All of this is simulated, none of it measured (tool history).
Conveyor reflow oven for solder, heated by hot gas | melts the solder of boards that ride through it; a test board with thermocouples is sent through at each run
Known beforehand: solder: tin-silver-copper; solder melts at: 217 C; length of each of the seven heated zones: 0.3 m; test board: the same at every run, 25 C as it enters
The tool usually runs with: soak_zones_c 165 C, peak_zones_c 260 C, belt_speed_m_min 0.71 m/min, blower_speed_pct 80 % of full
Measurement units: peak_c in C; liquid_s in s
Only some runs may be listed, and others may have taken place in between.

run 1 hour=0 | soak_zones_c=165 peak_zones_c=260 belt_speed_m_min=0.71 blower_speed_pct=80 | peak_c=244.3 liquid_s=32.5
run 2 hour=24.3 | soak_zones_c=165 peak_zones_c=274 belt_speed_m_min=0.71 blower_speed_pct=80 | peak_c=257.6 liquid_s=38.4
run 3 hour=38.6 | soak_zones_c=165 peak_zones_c=274 belt_speed_m_min=0.71 blower_speed_pct=80 | peak_c=257.1 liquid_s=37.4
run 4 hour=61.7 | soak_zones_c=165 peak_zones_c=274 belt_speed_m_min=0.71 blower_speed_pct=80 | peak_c=257.2 liquid_s=38.4
run 5 hour=79.4 | soak_zones_c=165 peak_zones_c=260 belt_speed_m_min=0.71 blower_speed_pct=80 | peak_c=244.6 liquid_s=32.4
run 6 hour=106.2 | soak_zones_c=165 peak_zones_c=260 belt_speed_m_min=0.71 blower_speed_pct=80 | peak_c=245.3 liquid_s=32.5
-- hour=117.4 thermocouples of zones 6 and 7 changed
run 7 hour=138.1 | soak_zones_c=165 peak_zones_c=260 belt_speed_m_min=0.71 blower_speed_pct=80 | peak_c=246.1 liquid_s=32.4
-- hour=155.5 flux residue cleaned out of gas plates and filters
run 8 hour=175.2 | soak_zones_c=165 peak_zones_c=248 belt_speed_m_min=0.775 blower_speed_pct=55 | peak_c=227.1 liquid_s=14.5
run 9 hour=202.9 | soak_zones_c=151 peak_zones_c=260 belt_speed_m_min=0.624 blower_speed_pct=79 | peak_c=246.6 liquid_s=37.4
run 10 hour=234.7 | soak_zones_c=165 peak_zones_c=271 belt_speed_m_min=0.747 blower_speed_pct=80 | peak_c=253 liquid_s=34.7
run 11 hour=249.5 | soak_zones_c=159 peak_zones_c=273 belt_speed_m_min=0.747 blower_speed_pct=80 | peak_c=254.5 liquid_s=32.9
run 12 hour=275.7 | soak_zones_c=160 peak_zones_c=260 belt_speed_m_min=0.71 blower_speed_pct=80 | peak_c=244.6 liquid_s=30.9
run 13 hour=301.4 | soak_zones_c=160 peak_zones_c=260 belt_speed_m_min=0.71 blower_speed_pct=80 | peak_c=244.1 liquid_s=31.1

Branching from run 13: 5 alternative next runs. What would each branch give?
run A hour=321 | soak_zones_c=165 peak_zones_c=267 belt_speed_m_min=0.72 blower_speed_pct=69 | peak_c=? liquid_s=?
run B hour=321 | soak_zones_c=163 peak_zones_c=258 belt_speed_m_min=0.648 blower_speed_pct=80 | peak_c=? liquid_s=?
run C hour=321 | soak_zones_c=160 peak_zones_c=260 belt_speed_m_min=0.585 blower_speed_pct=51 | peak_c=? liquid_s=?
run D hour=321 | soak_zones_c=154 peak_zones_c=260 belt_speed_m_min=0.71 blower_speed_pct=79 | peak_c=? liquid_s=?
run E hour=321 | soak_zones_c=160 peak_zones_c=271 belt_speed_m_min=0.71 blower_speed_pct=84 | peak_c=? liquid_s=?

run=A peak_c=249 liquid_s=33.5
run=B peak_c=244.8 liquid_s=36.5
run=C peak_c=245.2 liquid_s=37.4
run=D peak_c=243.5 liquid_s=30.1
run=E peak_c=255.2 liquid_s=36.6
Without the tool's hidden state the same runs would have given:
run=A peak_c=249.1 liquid_s=33.5
run=B peak_c=244.8 liquid_s=36.6
run=C peak_c=245.2 liquid_s=37.5
run=D peak_c=243.5 liquid_s=30.1
run=E peak_c=255.2 liquid_s=36.6
